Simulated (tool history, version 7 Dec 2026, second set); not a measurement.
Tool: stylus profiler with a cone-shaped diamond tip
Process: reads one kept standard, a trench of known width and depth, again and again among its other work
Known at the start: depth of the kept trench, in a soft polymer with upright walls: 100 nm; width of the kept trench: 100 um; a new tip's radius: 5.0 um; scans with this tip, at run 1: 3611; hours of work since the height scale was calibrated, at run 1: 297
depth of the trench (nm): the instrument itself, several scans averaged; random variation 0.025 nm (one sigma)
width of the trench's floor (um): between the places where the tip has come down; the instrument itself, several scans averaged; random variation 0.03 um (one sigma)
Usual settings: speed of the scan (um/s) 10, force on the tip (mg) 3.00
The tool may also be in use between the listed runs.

run   hour  speed of the scan (um/s)  force on the tip (mg)  scans with this tip  hours of work since the height scale was calibrated  depth of the trench (nm)  width of the trench's floor (um)
  1    0.0                        10                   3.00                 3611                                                  297                    101.49                             97.87
  2   13.4                        10                   3.00                 3704                                                  305                    101.45                             97.94
  3   28.6                        10                   3.00                 3809                                                  313                    101.46                             97.89
  4   49.0                        10                   3.00                 3950                                                  325                    101.42                             97.94
  5   62.8                        10                   3.00                 4044                                                  333                    101.46                             97.93
  6   86.9                        10                   3.00                 4211                                                  346                    101.46                             97.87
  7  106.2                        10                   6.28                 4344                                                  357                    102.45                             97.84
  8  125.9                        10                   6.28                 4480                                                  368                    102.44                             97.89
  9  148.0                        10                   6.28                 4633                                                  381                    102.46                             97.84
 10  159.1                        10                   6.28                 4710                                                  387                    102.43                             97.89
 11  179.4                        10                   6.28                 4850                                                  399                    102.50                             97.84
 12  191.1                        10                   3.00                 4930                                                  405                    101.43                             97.89
 13  203.0                        10                   3.00                 5012                                                  412                    101.45                             97.91
 14  221.1                        10                   3.00                 5137                                                  422                    101.46                             97.89
 15  231.8                        10                   3.00                 5211                                                  429                    101.47                             97.86
 16  252.4                        10                   1.67                 5353                                                  440                    100.85                             97.89
 17  271.0                        10                   1.67                 5481                                                  451                    100.85                             97.86
 18  282.9                        10                   1.67                 5564                                                  458                    100.88                             97.82
 19  305.7                         7                   3.00                 5721                                                  470                    101.40                             97.82
 20  330.4                         7                   3.00                 5892                                                  485                    101.38                             97.86
 21  348.5                        10                   3.57                 6017                                                  495                    101.60                             97.84
 22  371.9                        10                   3.57                 6178                                                  508                    101.58                             97.84
 23  393.7                        10                   1.23                 6328                                                  520                    100.64                             97.84
 24  410.6                        15                   5.38                 6445                                                  530                    102.17                             97.87
 25  433.7                        15                   5.38                 6605                                                  543                    102.10                             97.87
 26  457.7                        15                   5.69                 6771                                                  557                    102.25                             97.90
     459.7  -- height scale calibrated on a step standard
 27  479.9                        10                   4.71                 6920                                                   11                    101.87                             97.84
 28  501.4                        18                   3.24                 7068                                                   24                    101.36                             97.86
 29  518.9                        38                   1.47                 7189                                                   34                    100.65                             97.72
     532.1  -- height scale calibrated on a step standard, once more
 30  544.2                        38                   1.47                 7361                                                    7                    101.02                             97.80
 31  566.4                        38                   1.47                 7514                                                   19                    100.98                             97.75
 32  584.1                        38                   8.22                 7636                                                   30                    103.16                             97.80
 33  597.8                         4                   3.00                 7730                                                   37                    101.57                             97.86
 34  619.3                         4                   3.00                 7879                                                   49                    101.60                             97.84

Run 35 comes next. What will it give?
 35  640.7                         4                   3.00                 8027                                                   62                         ?                                 ?

depth of the trench (nm): 101.61
width of the trench's floor (um): 97.80
Without the tool's hidden state the same run would have given depth of the trench (nm) 101.65, width of the trench's floor (um) 97.97.
